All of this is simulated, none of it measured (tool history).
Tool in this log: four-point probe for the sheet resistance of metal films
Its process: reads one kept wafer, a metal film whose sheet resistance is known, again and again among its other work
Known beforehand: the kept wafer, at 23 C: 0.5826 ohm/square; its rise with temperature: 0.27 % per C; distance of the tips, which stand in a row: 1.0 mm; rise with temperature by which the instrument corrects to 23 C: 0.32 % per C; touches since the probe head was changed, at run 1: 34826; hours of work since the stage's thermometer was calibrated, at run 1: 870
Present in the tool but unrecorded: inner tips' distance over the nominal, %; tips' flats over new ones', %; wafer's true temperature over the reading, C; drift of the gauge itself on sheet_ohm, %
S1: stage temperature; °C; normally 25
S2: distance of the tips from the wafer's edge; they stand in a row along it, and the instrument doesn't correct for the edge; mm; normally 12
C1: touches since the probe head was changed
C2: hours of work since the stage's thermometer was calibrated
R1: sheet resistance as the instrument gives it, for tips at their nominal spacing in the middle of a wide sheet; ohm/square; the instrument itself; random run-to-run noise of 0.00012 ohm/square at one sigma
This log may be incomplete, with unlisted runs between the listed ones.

run	hour	S1	S2	C1	C2	R1
1	0.0	25	12	34826	870	0.584639
2	8.7	25	12	35288	876	0.584368
3	26.9	25	12	36251	889	0.584514
4	45.1	25	6	37218	903	0.590730
5	61.4	25	6	38083	914	0.590839
6	73.2	25	6	38710	923	0.590901
7	87.8	25	6	39482	934	0.590730
8	96.0	25	6	39919	940	0.590812
9	105.3	25	6	40409	946	0.590644
10	122.3	25	6	41314	959	0.590736
# hour 124.4: stage's thermometer calibrated
11	139.8	19	56	42215	11	0.583682

What will run 12 give?
12	148.4	25	16	42670	17	?

Run 12 measured R1 0.583167 ohm/square.
With the hidden condition absent and the run-to-run variation left alone, this run would have shown R1 0.583229 ohm/square.

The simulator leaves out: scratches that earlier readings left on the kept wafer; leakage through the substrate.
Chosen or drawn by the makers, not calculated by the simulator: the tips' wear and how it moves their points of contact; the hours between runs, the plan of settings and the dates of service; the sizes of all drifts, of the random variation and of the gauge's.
